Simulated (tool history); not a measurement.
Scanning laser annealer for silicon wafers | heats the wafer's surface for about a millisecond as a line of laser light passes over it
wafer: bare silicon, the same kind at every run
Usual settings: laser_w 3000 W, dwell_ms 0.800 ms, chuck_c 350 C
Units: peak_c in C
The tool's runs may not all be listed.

| run | hour | laser_w | dwell_ms | chuck_c | peak_c |
|---|---|---|---|---|---|
| 1 | 0.0 | 3000 | 0.800 | 350 | 1094 |
| 2 | 32.1 | 3000 | 0.800 | 350 | 1095 |
| 3 | 80.5 | 3000 | 0.800 | 359 | 1103 |
|  | 109.9 | optics aligned, line set to its width |
| 4 | 129.1 | 3000 | 0.800 | 359 | 1112 |
| 5 | 157.6 | 3000 | 0.800 | 359 | 1113 |
| 6 | 194.5 | 3000 | 0.561 | 359 | 980 |
| 7 | 228.6 | 3000 | 0.561 | 359 | 981 |
| 8 | 280.1 | 3000 | 0.800 | 375 | 1128 |
| 9 | 308.3 | 3000 | 0.800 | 375 | 1119 |
| 10 | 342.5 | 3000 | 0.800 | 350 | 1098 |
| 11 | 384.2 | 3000 | 0.800 | 350 | 1097 |
|  | 405.9 | window over the wafer cleaned |
| 12 | 419.1 | 3000 | 0.800 | 350 | 1107 |
| 13 | 460.8 | 3000 | 0.800 | 370 | 1134 |
| 14 | 487.8 | 3000 | 0.804 | 350 | 1118 |
| 15 | 545.3 | 2568 | 0.804 | 350 | 995 |
| 16 | 601.5 | 3000 | 0.800 | 350 | 1109 |
| 17 | 648.5 | 3000 | 0.800 | 350 | 1110 |
| 18 | 694.5 | 3000 | 0.800 | 350 | 1106 |
| 19 | 718.5 | 3000 | 0.800 | 350 | 1108 |
| 20 | 756.2 | 3000 | 0.800 | 350 | 1105 |
| 21 | 814.0 | 3000 | 0.800 | 350 | 1105 |
| 22 | 842.3 | 2612 | 0.677 | 359 | 952 |
| 23 | 868.5 | 2612 | 0.677 | 359 | 952 |
| 24 | 902.7 | 2627 | 0.800 | 343 | 996 |
| 25 | 960.5 | 2627 | 0.800 | 343 | 993 |
| 26 | 1014.9 | 2627 | 0.800 | 343 | 994 |
| 27 | 1072.3 | 2627 | 0.800 | 343 | 993 |
| 28 | 1117.2 | 2627 | 0.800 | 343 | 989 |
| 29 | 1156.8 | 3185 | 0.800 | 350 | 1152 |
| 30 | 1201.3 | 3143 | 0.800 | 343 | 1130 |
| 31 | 1225.4 | 3084 | 0.566 | 323 | 960 |
| 32 | 1268.9 | 3000 | 0.808 | 349 | 1097 |
| 33 | 1292.8 | 3000 | 0.808 | 349 | 1100 |
| 34 | 1324.4 | 2744 | 0.910 | 368 | 1094 |
| 35 | 1348.7 | 2724 | 0.910 | 368 | 1089 |
| 36 | 1386.0 | 3000 | 0.800 | 338 | 1080 |
| 37 | 1412.4 | 2827 | 0.704 | 360 | 1007 |
| 38 | 1457.8 | 3000 | 0.958 | 315 | 1135 |
| 39 | 1515.9 | 3068 | 0.958 | 339 | 1174 |
| 40 | 1573.4 | 3068 | 0.958 | 339 | 1176 |

4 ways to go on from here, each from the tool as it stands after run 40. What would each give?
| A | 1627.4 | 2772 | 0.741 | 339 | ? |
| B | 1627.4 | 3068 | 0.686 | 339 | ? |
| C | 1627.4 | 2820 | 0.590 | 339 | ? |
| D | 1627.4 | 3274 | 0.914 | 375 | ? |

| run | peak_c |
|---|---|
| A | 989 |
| B | 1034 |
| C | 922 |
| D | 1250 |
Without the tool's hidden state the same runs would have given:
| run | peak_c |
|---|---|
| A | 1017 |
| B | 1064 |
| C | 947 |
| D | 1287 |

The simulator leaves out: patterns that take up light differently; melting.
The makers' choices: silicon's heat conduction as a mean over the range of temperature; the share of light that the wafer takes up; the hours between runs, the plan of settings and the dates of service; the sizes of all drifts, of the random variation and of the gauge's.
